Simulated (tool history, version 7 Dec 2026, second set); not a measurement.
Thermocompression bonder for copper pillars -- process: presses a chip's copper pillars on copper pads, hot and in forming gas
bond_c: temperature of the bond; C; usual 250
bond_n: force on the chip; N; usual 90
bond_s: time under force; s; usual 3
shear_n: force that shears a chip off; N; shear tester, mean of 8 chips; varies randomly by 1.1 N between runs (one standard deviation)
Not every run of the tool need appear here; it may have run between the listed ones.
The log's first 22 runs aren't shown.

run     day  bond_c  bond_n  bond_s  hours of work since the heater was calibrated  hours of work since the force cell was calibrated  hours of work since the gas filter was changed  shear_n
 23  18.196     250     135       2                                             62                                               1024                                              86    112.1
 24  19.312     250     135       2                                             80                                               1042                                             103    108.4
 25  20.225     245      93       2                                             95                                               1056                                             118     78.7
 26  21.421     250      68       5                                            113                                               1075                                             137     90.1
 27  21.946     240     109       6                                            122                                               1084                                             145    116.7
 28  22.733     240     109       6                                            134                                               1096                                             157    115.1
 29  23.908     240     109       6                                            153                                               1115                                             176    116.0
 30  24.921     226     125       5                                            169                                               1131                                             192    107.8
 31  26.017     228      61       9                                            186                                               1148                                             209     78.4
 32  26.558     228     100       2                                            195                                               1157                                             218     68.2
     27.167  -- forming gas filter changed
 33  27.233     234      91       3                                            205                                               1167                                               1     82.1
 34  27.988     226      91       5                                            217                                               1179                                              13     87.5

The next listed run, before its measurement:
 35  29.192     221     131       5                                            236                                               1198                                              32        ?

{"run 35": {"shear_n": 108.1}}
With the hidden condition absent and the run-to-run variation left alone, this run would have shown shear_n 110.5 N.
